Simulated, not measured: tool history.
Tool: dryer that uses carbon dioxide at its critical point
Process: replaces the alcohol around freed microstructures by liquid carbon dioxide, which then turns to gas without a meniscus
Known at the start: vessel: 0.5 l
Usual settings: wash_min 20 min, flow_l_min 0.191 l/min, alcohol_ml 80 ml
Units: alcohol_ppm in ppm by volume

run	hour	wash_min	flow_l_min	alcohol_ml	alcohol_ppm
1	0.0	20	0.191	80	489
2	29.4	20	0.191	80	516
3	72.4	20	0.191	80	555
4	120.9	20	0.191	80	614
5	168.8	20	0.191	80	644
# hour 234.1: purifier's bed changed
6	236.6	20	0.191	80	601
7	269.1	20	0.151	80	2051
8	321.2	20	0.191	42	375
9	351.0	20	0.191	42	395
10	388.7	18	0.200	56	788
# hour 438.4: inlet filter changed
11	443.2	12	0.246	115	1757
12	475.1	12	0.246	115	1857
13	525.1	18	0.147	80	2221
14	565.6	21	0.191	29	153
15	606.4	22	0.145	29	411
16	642.5	28	0.191	41	75

Forecast each of these 5 alternatives for the next run:
A	699.0	28	0.184	25	?
B	699.0	22	0.138	33	?
C	699.0	19	0.126	103	?
D	699.0	18	0.293	41	?
E	699.0	22	0.289	25	?

run	alcohol_ppm
A	78
B	646
C	4998
D	86
E	60
Without the tool's hidden state the same runs would have given:
run	alcohol_ppm
A	11
B	414
C	3742
D	19
E	0

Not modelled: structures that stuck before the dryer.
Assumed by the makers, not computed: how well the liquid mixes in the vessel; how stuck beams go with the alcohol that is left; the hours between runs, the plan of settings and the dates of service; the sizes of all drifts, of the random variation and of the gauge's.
